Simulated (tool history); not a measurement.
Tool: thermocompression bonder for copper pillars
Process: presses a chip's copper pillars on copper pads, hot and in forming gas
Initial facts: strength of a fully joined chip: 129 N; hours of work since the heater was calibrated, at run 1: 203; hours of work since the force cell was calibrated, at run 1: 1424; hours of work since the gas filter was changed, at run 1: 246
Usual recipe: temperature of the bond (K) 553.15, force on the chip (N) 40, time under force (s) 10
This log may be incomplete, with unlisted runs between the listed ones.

run,hour,temperature of the bond (K),force on the chip (N),time under force (s),hours of work since the heater was calibrated,hours of work since the force cell was calibrated,hours of work since the gas filter was changed,force that shears a chip off (N)
1,0,553.15,40,10,203,1424,246,62.3
2,70,553.15,25,10,249,1469,291,45.5
3,122.6,553.15,25,10,283,1503,325,46.2
4,174.3,553.15,25,10,316,1537,359,45.3
5,238.1,553.15,39,10,358,1578,400,60.7
# hour 288.6: forming gas filter changed
6,293.8,553.15,39,16,394,1614,3,76.1
7,350.2,553.15,39,16,430,1651,40,75.6
8,379.4,553.15,39,16,449,1670,59,75
9,425,553.15,39,16,479,1700,89,73.5
10,492.2,553.15,57,23,523,1743,132,98
11,543.5,553.15,57,23,556,1777,166,98
12,593.6,553.15,29,20,588,1809,198,64.9
13,644.9,567.15,29,20,622,1842,231,72.7
14,687.4,567.15,29,20,649,1870,259,69.9
15,719.1,567.15,29,20,670,1891,280,69.8
16,782.6,538.15,58,23,711,1932,321,86.8
# hour 812: force cell calibrated
17,829.6,538.15,48,23,741,11,350,82.8
# hour 862.1: heater calibrated with a thermocouple chip
18,889.8,538.15,48,23,18,49,388,84.6

5 options for the next run, each taken on its own from the tool as it stands now. Forecast them:
A,928.7,538.15,48,23,43,74,413,?
B,928.7,530.15,37,18,43,74,413,?
C,928.7,558.15,48,23,43,74,413,?
D,928.7,538.15,36,23,43,74,413,?
E,928.7,574.15,40,10,43,74,413,?

run,force that shears a chip off (N)
A,84.3
B,61.6
C,94.3
D,71.2
E,76.7
With no hidden state in the tool, these same runs would have given:
run,force that shears a chip off (N)
A,90.5
B,66.3
C,101.1
D,76.5
E,82.4
